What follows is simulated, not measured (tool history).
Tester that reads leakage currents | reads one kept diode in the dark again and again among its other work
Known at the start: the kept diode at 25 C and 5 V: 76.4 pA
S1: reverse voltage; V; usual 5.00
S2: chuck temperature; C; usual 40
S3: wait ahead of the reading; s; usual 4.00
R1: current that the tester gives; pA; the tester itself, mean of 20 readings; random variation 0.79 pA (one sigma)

run 1 hour=0.0 | S1=5.00 S2=40 S3=4.00 | R1=248.16
run 2 hour=124.6 | S1=5.00 S2=40 S3=0.66 | R1=248.68
run 3 hour=187.9 | S1=5.00 S2=40 S3=0.66 | R1=246.03
run 4 hour=308.9 | S1=3.29 S2=40 S3=0.66 | R1=216.24
run 5 hour=419.5 | S1=5.00 S2=49 S3=4.00 | R1=483.99
run 6 hour=525.3 | S1=5.00 S2=40 S3=0.51 | R1=243.90
run 7 hour=601.4 | S1=5.00 S2=40 S3=0.51 | R1=243.04
run 8 hour=681.3 | S1=5.00 S2=53 S3=4.00 | R1=636.53
run 9 hour=793.3 | S1=5.00 S2=53 S3=9.16 | R1=638.15
run 10 hour=862.1 | S1=5.00 S2=53 S3=9.16 | R1=631.98
run 11 hour=986.5 | S1=5.00 S2=40 S3=4.00 | R1=236.48
run 12 hour=1059.5 | S1=5.00 S2=44 S3=4.00 | R1=322.17
run 13 hour=1151.8 | S1=5.00 S2=44 S3=4.00 | R1=319.39
run 14 hour=1205.6 | S1=5.00 S2=40 S3=4.00 | R1=233.90
run 15 hour=1284.3 | S1=5.00 S2=40 S3=4.00 | R1=235.34
run 16 hour=1368.9 | S1=1.02 S2=40 S3=4.00 | R1=141.97
run 17 hour=1487.6 | S1=1.02 S2=40 S3=4.00 | R1=140.49
-- hour=1519.8 probe card cleaned and baked
run 18 hour=1614.9 | S1=1.02 S2=40 S3=4.00 | R1=138.19
-- hour=1695.6 chuck's temperature calibrated
run 19 hour=1728.2 | S1=1.02 S2=40 S3=4.00 | R1=165.05
run 20 hour=1842.0 | S1=5.00 S2=40 S3=5.37 | R1=266.17
run 21 hour=1907.6 | S1=5.00 S2=40 S3=0.51 | R1=267.04
run 22 hour=1996.8 | S1=1.41 S2=34 S3=0.95 | R1=111.73
run 23 hour=2094.5 | S1=19.83 S2=36 S3=5.80 | R1=297.27
run 24 hour=2159.4 | S1=3.84 S2=38 S3=2.32 | R1=206.26
run 25 hour=2275.8 | S1=3.78 S2=25 S3=2.53 | R1=71.45
run 26 hour=2399.7 | S1=5.00 S2=28 S3=0.64 | R1=101.64
run 27 hour=2519.7 | S1=18.18 S2=28 S3=0.81 | R1=162.78
run 28 hour=2625.4 | S1=1.21 S2=28 S3=4.49 | R1=63.12
run 29 hour=2718.0 | S1=1.26 S2=28 S3=3.44 | R1=63.12
run 30 hour=2827.8 | S1=3.63 S2=48 S3=8.22 | R1=422.61
run 31 hour=2905.7 | S1=3.63 S2=48 S3=8.22 | R1=420.49
run 32 hour=2965.9 | S1=3.63 S2=48 S3=8.22 | R1=421.18

Forecast each of these 4 alternatives for the next run:
run A hour=3090.5 | S1=12.87 S2=40 S3=9.38 | R1=?
run B hour=3090.5 | S1=1.03 S2=28 S3=0.98 | R1=?
run C hour=3090.5 | S1=5.00 S2=55 S3=4.00 | R1=?
run D hour=3090.5 | S1=2.07 S2=40 S3=6.78 | R1=?

run=A R1=345.53
run=B R1=58.44
run=C R1=762.40
run=D R1=191.49
Without the tool's hidden state the same runs would have given:
run=A R1=351.17
run=B R1=61.52
run=C R1=804.56
run=D R1=202.28
